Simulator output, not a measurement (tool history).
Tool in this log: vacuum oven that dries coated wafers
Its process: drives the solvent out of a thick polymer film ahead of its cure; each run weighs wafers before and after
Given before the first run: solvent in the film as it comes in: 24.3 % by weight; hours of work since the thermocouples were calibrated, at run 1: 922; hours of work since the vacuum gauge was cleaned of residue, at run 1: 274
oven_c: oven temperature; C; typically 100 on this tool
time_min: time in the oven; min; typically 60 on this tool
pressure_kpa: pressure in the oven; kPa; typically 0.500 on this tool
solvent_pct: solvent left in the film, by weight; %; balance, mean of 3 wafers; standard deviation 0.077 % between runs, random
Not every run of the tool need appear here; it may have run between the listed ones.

| run | hour | oven_c | time_min | pressure_kpa | hours of work since the thermocouples were calibrated | hours of work since the vacuum gauge was cleaned of residue | solvent_pct |
|---|---|---|---|---|---|---|---|
| 1 | 0.0 | 100 | 60 | 0.500 | 922 | 274 | 6.66 |
| 2 | 53.8 | 100 | 60 | 0.500 | 957 | 309 | 6.63 |
| 3 | 107.6 | 98 | 60 | 0.500 | 991 | 343 | 7.62 |
| 4 | 206.9 | 100 | 60 | 1.077 | 1056 | 407 | 7.33 |
| 5 | 276.9 | 100 | 60 | 1.077 | 1101 | 453 | 7.60 |
| 6 | 381.1 | 100 | 60 | 1.077 | 1168 | 520 | 7.57 |
| 7 | 483.4 | 100 | 60 | 0.500 | 1234 | 586 | 7.02 |
| 8 | 581.6 | 100 | 60 | 0.500 | 1297 | 649 | 7.24 |
| 9 | 628.1 | 100 | 60 | 0.320 | 1327 | 679 | 7.03 |
| 10 | 705.2 | 94 | 60 | 0.320 | 1377 | 729 | 9.54 |
| 11 | 796.9 | 94 | 60 | 0.320 | 1436 | 788 | 9.62 |
| 12 | 844.9 | 94 | 39 | 0.320 | 1467 | 819 | 12.36 |
| 13 | 929.5 | 100 | 60 | 0.500 | 1522 | 874 | 7.26 |
| 14 | 1032.3 | 100 | 60 | 0.500 | 1588 | 940 | 7.46 |
| 15 | 1081.8 | 100 | 60 | 0.500 | 1620 | 972 | 7.56 |
| 16 | 1152.8 | 100 | 60 | 0.440 | 1666 | 1018 | 7.54 |
| 17 | 1238.6 | 100 | 60 | 0.500 | 1721 | 1073 | 7.68 |

What does the tool deliver on the next run?
|  | 1288.4 | oven's thermocouples calibrated |
| 18 | 1329.6 | 100 | 100 | 0.500 | 27 | 1131 | ? |

solvent_pct: 3.28 %
Without the tool's hidden state the same run would have given solvent_pct 2.76 %.
